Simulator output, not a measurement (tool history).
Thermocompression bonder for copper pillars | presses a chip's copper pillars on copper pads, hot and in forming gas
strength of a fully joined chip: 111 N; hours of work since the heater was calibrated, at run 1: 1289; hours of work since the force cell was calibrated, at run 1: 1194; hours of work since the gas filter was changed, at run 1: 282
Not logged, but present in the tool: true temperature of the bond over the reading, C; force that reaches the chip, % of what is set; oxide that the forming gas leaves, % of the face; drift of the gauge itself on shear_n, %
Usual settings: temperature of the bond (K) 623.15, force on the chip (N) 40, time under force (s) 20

run,day,temperature of the bond (K),force on the chip (N),time under force (s),hours of work since the heater was calibrated,hours of work since the force cell was calibrated,hours of work since the gas filter was changed,force that shears a chip off (N)
1,0.000,623.15,40,20,1289,1194,282,77.4
2,2.258,623.15,40,20,1323,1228,317,77.4
3,3.412,623.15,40,20,1341,1246,334,77.5
4,5.546,623.15,38,20,1373,1278,367,75.1
5,7.096,623.15,40,59,1397,1302,390,94.4
6,8.212,623.15,40,59,1414,1319,407,93.1
7,9.992,623.15,40,59,1441,1346,434,92.4
8,11.358,623.15,40,20,1462,1367,455,76.0
9,12.412,623.15,40,20,1478,1383,471,75.6
# day 13.612: forming gas filter changed
10,13.629,623.15,40,20,1496,1401,0,82.4
11,15.696,623.15,40,20,1528,1433,32,81.7
# day 17.029: heater calibrated with a thermocouple chip
12,17.338,623.15,40,20,5,1457,56,76.5
13,18.954,623.15,40,20,29,1481,80,75.6
14,21.029,623.15,40,20,61,1513,112,75.5
15,22.371,623.15,40,20,81,1533,132,76.1
16,24.667,601.15,40,20,116,1568,167,64.0
17,26.050,623.15,32,20,138,1589,188,68.6
18,27.196,623.15,32,20,155,1607,206,67.7
19,28.967,623.15,32,20,182,1634,233,69.7
# day 29.692: force cell calibrated
20,30.479,623.15,26,20,204,12,255,61.4
21,32.617,641.15,37,58,237,45,288,96.2
22,34.692,600.15,37,23,268,76,319,62.4
23,36.192,600.15,37,23,291,99,342,62.2
24,38.417,600.15,37,23,325,133,376,62.8
25,40.500,631.15,42,47,357,165,408,90.4
26,42.583,605.15,48,18,389,197,439,66.9
27,43.525,605.15,48,18,403,211,454,67.1
28,44.662,605.15,48,25,420,228,471,73.9
# day 45.938: forming gas filter changed
29,46.488,605.15,48,25,448,256,8,78.2
30,48.525,605.15,48,25,479,287,39,77.9
31,49.904,641.15,32,20,500,308,60,79.1
32,51.838,623.15,34,11,529,337,90,60.7
33,53.479,620.15,57,20,554,362,115,85.7
34,55.204,609.15,36,11,581,389,141,54.2
35,57.158,612.15,56,11,610,418,171,69.3
36,58.846,612.15,56,11,636,444,197,69.5
37,60.217,631.15,37,27,657,465,218,83.8
38,61.638,626.15,40,15,679,487,239,72.2
39,62.629,628.15,38,39,694,502,254,89.1
40,63.996,624.15,30,24,715,523,275,71.2

Each row is a separate what-if for the run after 40, all from the same tool condition, not one after another. Results?
A,65.479,624.15,44,34,737,545,298,?
B,65.479,629.15,30,24,737,545,298,?
C,65.479,626.15,40,20,737,545,298,?
D,65.479,623.15,28,20,737,545,298,?

run,force that shears a chip off (N)
A,87.4
B,73.6
C,77.4
D,65.4
With no hidden state in the tool, these same runs would have given:
run,force that shears a chip off (N)
A,88.7
B,73.6
C,77.7
D,65.0
